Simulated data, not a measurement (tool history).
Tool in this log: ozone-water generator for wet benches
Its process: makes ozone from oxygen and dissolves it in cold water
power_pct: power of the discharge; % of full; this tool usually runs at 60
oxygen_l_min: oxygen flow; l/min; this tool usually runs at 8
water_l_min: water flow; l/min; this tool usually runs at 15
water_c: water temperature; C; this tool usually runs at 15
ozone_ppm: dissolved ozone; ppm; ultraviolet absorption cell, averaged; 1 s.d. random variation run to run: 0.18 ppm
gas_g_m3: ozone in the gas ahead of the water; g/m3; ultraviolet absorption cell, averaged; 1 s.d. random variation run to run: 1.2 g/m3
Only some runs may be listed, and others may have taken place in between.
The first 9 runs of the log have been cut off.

run 10 hour=500.5 | power_pct=87 oxygen_l_min=8 water_l_min=15 water_c=8 | ozone_ppm=32 gas_g_m3=250
run 11 hour=577.5 | power_pct=60 oxygen_l_min=8 water_l_min=15 water_c=15 | ozone_ppm=21.2 gas_g_m3=188.8
run 12 hour=634.1 | power_pct=60 oxygen_l_min=6.21 water_l_min=15 water_c=15 | ozone_ppm=21.1 gas_g_m3=209.7
-- hour=645.9 contactor cleaned
run 13 hour=704.4 | power_pct=60 oxygen_l_min=8 water_l_min=17 water_c=15 | ozone_ppm=18.8 gas_g_m3=185.4
run 14 hour=771.1 | power_pct=60 oxygen_l_min=8 water_l_min=17 water_c=15 | ozone_ppm=18.6 gas_g_m3=187.2
run 15 hour=827.6 | power_pct=60 oxygen_l_min=8 water_l_min=17 water_c=15 | ozone_ppm=18.7 gas_g_m3=186.4
run 16 hour=885.1 | power_pct=60 oxygen_l_min=8 water_l_min=17 water_c=15 | ozone_ppm=18.8 gas_g_m3=186.6
run 17 hour=933.1 | power_pct=60 oxygen_l_min=8 water_l_min=17 water_c=15 | ozone_ppm=18.5 gas_g_m3=186.7
run 18 hour=1017.1 | power_pct=78 oxygen_l_min=4.66 water_l_min=12 water_c=15 | ozone_ppm=28.1 gas_g_m3=278.6
run 19 hour=1084.4 | power_pct=78 oxygen_l_min=4.66 water_l_min=12 water_c=15 | ozone_ppm=28.4 gas_g_m3=279.4
-- hour=1116.6 contactor cleaned, once more
run 20 hour=1135.6 | power_pct=78 oxygen_l_min=4.66 water_l_min=12 water_c=15 | ozone_ppm=29.5 gas_g_m3=277.6
-- hour=1167 water thermometer calibrated
run 21 hour=1200 | power_pct=96 oxygen_l_min=11.54 water_l_min=11 water_c=7 | ozone_ppm=41.9 gas_g_m3=221.8
run 22 hour=1272.2 | power_pct=96 oxygen_l_min=11.54 water_l_min=11 water_c=7 | ozone_ppm=41.2 gas_g_m3=219.9
run 23 hour=1342.7 | power_pct=96 oxygen_l_min=11.54 water_l_min=11 water_c=9 | ozone_ppm=39.6 gas_g_m3=221.7
run 24 hour=1408 | power_pct=96 oxygen_l_min=11.54 water_l_min=11 water_c=9 | ozone_ppm=39.4 gas_g_m3=218.6
run 25 hour=1491.3 | power_pct=96 oxygen_l_min=11.54 water_l_min=21 water_c=14 | ozone_ppm=23.5 gas_g_m3=217.4
run 26 hour=1559.6 | power_pct=96 oxygen_l_min=11.54 water_l_min=21 water_c=14 | ozone_ppm=23.5 gas_g_m3=215.2
run 27 hour=1607 | power_pct=41 oxygen_l_min=8.46 water_l_min=12 water_c=9 | ozone_ppm=20.5 gas_g_m3=133.7
run 28 hour=1650.4 | power_pct=41 oxygen_l_min=8.46 water_l_min=12 water_c=9 | ozone_ppm=20.5 gas_g_m3=133.9
run 29 hour=1705 | power_pct=60 oxygen_l_min=6.88 water_l_min=15 water_c=15 | ozone_ppm=20.6 gas_g_m3=191
run 30 hour=1780.6 | power_pct=60 oxygen_l_min=6.88 water_l_min=15 water_c=15 | ozone_ppm=20.7 gas_g_m3=189.2
run 31 hour=1838.6 | power_pct=48 oxygen_l_min=8 water_l_min=14 water_c=17 | ozone_ppm=17.8 gas_g_m3=153.4
run 32 hour=1883.6 | power_pct=48 oxygen_l_min=8 water_l_min=14 water_c=21 | ozone_ppm=16.4 gas_g_m3=152.4
run 33 hour=1956.6 | power_pct=47 oxygen_l_min=8 water_l_min=14 water_c=8 | ozone_ppm=20.4 gas_g_m3=148.7

Each row is a separate what-if for the run after 33, all from the same tool condition, not one after another. Results?
run A hour=2001.9 | power_pct=47 oxygen_l_min=4.85 water_l_min=14 water_c=8 | ozone_ppm=? gas_g_m3=?
run B hour=2001.9 | power_pct=60 oxygen_l_min=4.37 water_l_min=19 water_c=7 | ozone_ppm=? gas_g_m3=?
run C hour=2001.9 | power_pct=60 oxygen_l_min=6.8 water_l_min=21 water_c=15 | ozone_ppm=? gas_g_m3=?

run=A ozone_ppm=19.5 gas_g_m3=183.1
run=B ozone_ppm=17.3 gas_g_m3=226
run=C ozone_ppm=15.5 gas_g_m3=187.1
Take away the tool's hidden state, keep each run's random variation, and the runs would have read:
run=A ozone_ppm=23.6 gas_g_m3=216.5
run=B ozone_ppm=21.9 gas_g_m3=280
run=C ozone_ppm=19.7 gas_g_m3=232
